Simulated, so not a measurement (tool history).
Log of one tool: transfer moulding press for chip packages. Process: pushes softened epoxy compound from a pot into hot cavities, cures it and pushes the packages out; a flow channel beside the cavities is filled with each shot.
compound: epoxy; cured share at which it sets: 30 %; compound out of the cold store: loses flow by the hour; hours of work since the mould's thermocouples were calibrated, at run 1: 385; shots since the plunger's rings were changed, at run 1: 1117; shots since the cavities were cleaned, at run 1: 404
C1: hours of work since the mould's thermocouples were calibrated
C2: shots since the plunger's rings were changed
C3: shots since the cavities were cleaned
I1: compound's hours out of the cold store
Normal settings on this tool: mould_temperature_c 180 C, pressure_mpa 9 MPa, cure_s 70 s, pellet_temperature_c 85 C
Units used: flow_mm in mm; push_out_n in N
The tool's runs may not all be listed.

{"run": 1, "hour": 0.0, "mould_temperature_c": 180, "pressure_mpa": 9, "cure_s": 70, "pellet_temperature_c": 85, "C1": 385, "C2": 1117, "C3": 404, "I1": 46.8, "flow_mm": 844, "push_out_n": 297}
{"hour": 7.4, "done": "cavities cleaned with cleaning compound and waxed"}
{"run": 2, "hour": 29.3, "mould_temperature_c": 180, "pressure_mpa": 9, "cure_s": 70, "pellet_temperature_c": 85, "C1": 404, "C2": 1542, "C3": 335, "I1": 17.6, "flow_mm": 884, "push_out_n": 372}
{"hour": 40.8, "done": "cavities cleaned with cleaning compound and waxed"}
{"run": 3, "hour": 48.0, "mould_temperature_c": 180, "pressure_mpa": 9, "cure_s": 70, "pellet_temperature_c": 85, "C1": 415, "C2": 1805, "C3": 109, "I1": 27.6, "flow_mm": 866, "push_out_n": 261}
{"hour": 52.8, "done": "mould's thermocouples calibrated"}
{"run": 4, "hour": 63.2, "mould_temperature_c": 180, "pressure_mpa": 9, "cure_s": 70, "pellet_temperature_c": 85, "C1": 7, "C2": 2008, "C3": 312, "I1": 34.2, "flow_mm": 855, "push_out_n": 310}
{"hour": 75.8, "done": "cavities cleaned with cleaning compound and waxed"}
{"run": 5, "hour": 95.3, "mould_temperature_c": 180, "pressure_mpa": 9, "cure_s": 70, "pellet_temperature_c": 85, "C1": 28, "C2": 2476, "C3": 300, "I1": 10.5, "flow_mm": 886, "push_out_n": 320}
{"hour": 108.9, "done": "cavities cleaned with cleaning compound and waxed"}
{"run": 6, "hour": 119.1, "mould_temperature_c": 180, "pressure_mpa": 9, "cure_s": 70, "pellet_temperature_c": 85, "C1": 43, "C2": 2817, "C3": 157, "I1": 8.7, "flow_mm": 890, "push_out_n": 289}
{"hour": 124.2, "done": "cavities cleaned with cleaning compound and waxed, once more"}
{"run": 7, "hour": 142.1, "mould_temperature_c": 180, "pressure_mpa": 9, "cure_s": 70, "pellet_temperature_c": 85, "C1": 57, "C2": 3146, "C3": 274, "I1": 23.7, "flow_mm": 859, "push_out_n": 316}
{"hour": 157.1, "done": "cavities cleaned with cleaning compound and waxed"}
{"run": 8, "hour": 172.0, "mould_temperature_c": 180, "pressure_mpa": 9, "cure_s": 70, "pellet_temperature_c": 87, "C1": 76, "C2": 3580, "C3": 227, "I1": 25.8, "flow_mm": 830, "push_out_n": 309}
{"hour": 191.6, "done": "cavities cleaned with cleaning compound and waxed"}
{"run": 9, "hour": 202.8, "mould_temperature_c": 180, "pressure_mpa": 9, "cure_s": 67, "pellet_temperature_c": 76, "C1": 96, "C2": 4029, "C3": 171, "I1": 28.4, "flow_mm": 830, "push_out_n": 310}
{"hour": 224.6, "done": "cavities cleaned with cleaning compound and waxed"}
{"hour": 229.8, "done": "plunger's sealing rings changed"}
{"run": 10, "hour": 235.8, "mould_temperature_c": 180, "pressure_mpa": 9, "cure_s": 67, "pellet_temperature_c": 76, "C1": 116, "C2": 92, "C3": 134, "I1": 15.8, "flow_mm": 928, "push_out_n": 311}
{"hour": 260.3, "done": "cavities cleaned with cleaning compound and waxed"}
{"run": 11, "hour": 260.3, "mould_temperature_c": 180, "pressure_mpa": 9, "cure_s": 67, "pellet_temperature_c": 76, "C1": 131, "C2": 444, "C3": 0, "I1": 30, "flow_mm": 886, "push_out_n": 255}
{"run": 12, "hour": 275.9, "mould_temperature_c": 180, "pressure_mpa": 9, "cure_s": 67, "pellet_temperature_c": 76, "C1": 142, "C2": 682, "C3": 238, "I1": 42, "flow_mm": 856, "push_out_n": 315}
{"hour": 294.8, "done": "cavities cleaned with cleaning compound and waxed"}
{"run": 13, "hour": 305.0, "mould_temperature_c": 180, "pressure_mpa": 9, "cure_s": 96, "pellet_temperature_c": 76, "C1": 160, "C2": 1104, "C3": 156, "I1": 40.5, "flow_mm": 858, "push_out_n": 215}
{"run": 14, "hour": 318.3, "mould_temperature_c": 180, "pressure_mpa": 9, "cure_s": 96, "pellet_temperature_c": 76, "C1": 169, "C2": 1307, "C3": 359, "I1": 34.4, "flow_mm": 866, "push_out_n": 247}
{"hour": 329.9, "done": "cavities cleaned with cleaning compound and waxed"}
{"run": 15, "hour": 349.1, "mould_temperature_c": 180, "pressure_mpa": 9, "cure_s": 96, "pellet_temperature_c": 76, "C1": 189, "C2": 1757, "C3": 295, "I1": 21.1, "flow_mm": 883, "push_out_n": 237}
{"hour": 363.5, "done": "cavities cleaned with cleaning compound and waxed"}
{"run": 16, "hour": 377.0, "mould_temperature_c": 174, "pressure_mpa": 9.48, "cure_s": 92, "pellet_temperature_c": 93, "C1": 207, "C2": 2161, "C3": 208, "I1": 11.2, "flow_mm": 944, "push_out_n": 251}

For each entry between runs, how does the tool's hidden state at the last listed run before it compare with that at the first listed run after it?
From run 1 to run 2: cavities cleaned with cleaning compound and waxed (hour 7.4)
  true mould temperature over the reading, C: 0.96 -> 1; pressure that reaches the compound, % of what is set: 95.62 -> 93.96; grip of the stained cavities, % over clean ones': 39.7 -> 60.8
  measured minus no-state result, flow_mm: -23 -> -32 mm; push_out_n: +75 -> +126 N
From run 2 to run 3: cavities cleaned with cleaning compound and waxed (hour 40.8)
  true mould temperature over the reading, C: 1 -> 1.03; pressure that reaches the compound, % of what is set: 93.96 -> 93; grip of the stained cavities, % over clean ones': 60.8 -> 17
  measured minus no-state result, flow_mm: -32 -> -36 mm; push_out_n: +126 -> +26 N
From run 3 to run 4: mould's thermocouples calibrated (hour 52.8)
  true mould temperature over the reading, C: 1.03 -> 0.24; pressure that reaches the compound, % of what is set: 93 -> 92.21; grip of the stained cavities, % over clean ones': 17 -> 35.3
  measured minus no-state result, flow_mm: -36 -> -37 mm; push_out_n: +26 -> +77 N
From run 4 to run 5: cavities cleaned with cleaning compound and waxed (hour 75.8)
  true mould temperature over the reading, C: 0.24 -> 0.29; pressure that reaches the compound, % of what is set: 92.21 -> 90.44; grip of the stained cavities, % over clean ones': 35.3 -> 37.3
  measured minus no-state result, flow_mm: -37 -> -47 mm; push_out_n: +77 -> +82 N
From run 5 to run 6: cavities cleaned with cleaning compound and waxed (hour 108.9)
  true mould temperature over the reading, C: 0.29 -> 0.33; pressure that reaches the compound, % of what is set: 90.44 -> 89.14; grip of the stained cavities, % over clean ones': 37.3 -> 23.9
  measured minus no-state result, flow_mm: -47 -> -54 mm; push_out_n: +82 -> +53 N
From run 6 to run 7: cavities cleaned with cleaning compound and waxed, once more (hour 124.2)
  true mould temperature over the reading, C: 0.33 -> 0.36; pressure that reaches the compound, % of what is set: 89.14 -> 87.93; grip of the stained cavities, % over clean ones': 23.9 -> 35.4
  measured minus no-state result, flow_mm: -54 -> -59 mm; push_out_n: +53 -> +78 N
From run 7 to run 8: cavities cleaned with cleaning compound and waxed (hour 157.1)
  true mould temperature over the reading, C: 0.36 -> 0.41; pressure that reaches the compound, % of what is set: 87.93 -> 86.26; grip of the stained cavities, % over clean ones': 35.4 -> 31.3
  measured minus no-state result, flow_mm: -59 -> -65 mm; push_out_n: +78 -> +66 N
From run 8 to run 9: cavities cleaned with cleaning compound and waxed (hour 191.6)
  true mould temperature over the reading, C: 0.41 -> 0.45; pressure that reaches the compound, % of what is set: 86.26 -> 84.73; grip of the stained cavities, % over clean ones': 31.3 -> 22
  measured minus no-state result, flow_mm: -65 -> -73 mm; push_out_n: +66 -> +47 N
From run 9 to run 10: cavities cleaned with cleaning compound and waxed (hour 224.6); plunger's sealing rings changed (hour 229.8)
  true mould temperature over the reading, C: 0.45 -> 0.5; pressure that reaches the compound, % of what is set: 84.73 -> 99.52; grip of the stained cavities, % over clean ones': 22 -> 20.9
  measured minus no-state result, flow_mm: -73 -> -4 mm; push_out_n: +47 -> +44 N
From run 10 to run 11: cavities cleaned with cleaning compound and waxed (hour 260.3)
  true mould temperature over the reading, C: 0.5 -> 0.54; pressure that reaches the compound, % of what is set: 99.52 -> 98.1; grip of the stained cavities, % over clean ones': 20.9 -> 0.5
  measured minus no-state result, flow_mm: -4 -> -11 mm; push_out_n: +44 -> -8 N
From run 12 to run 13: cavities cleaned with cleaning compound and waxed (hour 294.8)
  true mould temperature over the reading, C: 0.57 -> 0.61; pressure that reaches the compound, % of what is set: 97.2 -> 95.69; grip of the stained cavities, % over clean ones': 29.5 -> 20.1
  measured minus no-state result, flow_mm: -15 -> -21 mm; push_out_n: +62 -> +34 N
From run 14 to run 15: cavities cleaned with cleaning compound and waxed (hour 329.9)
  true mould temperature over the reading, C: 0.63 -> 0.68; pressure that reaches the compound, % of what is set: 94.91 -> 93.2; grip of the stained cavities, % over clean ones': 37.7 -> 35.2
  measured minus no-state result, flow_mm: -26 -> -35 mm; push_out_n: +67 -> +61 N
From run 15 to run 16: cavities cleaned with cleaning compound and waxed (hour 363.5)
  true mould temperature over the reading, C: 0.68 -> 0.72; pressure that reaches the compound, % of what is set: 93.2 -> 91.72; grip of the stained cavities, % over clean ones': 35.2 -> 28.2
  measured minus no-state result, flow_mm: -35 -> -46 mm; push_out_n: +61 -> +52 N
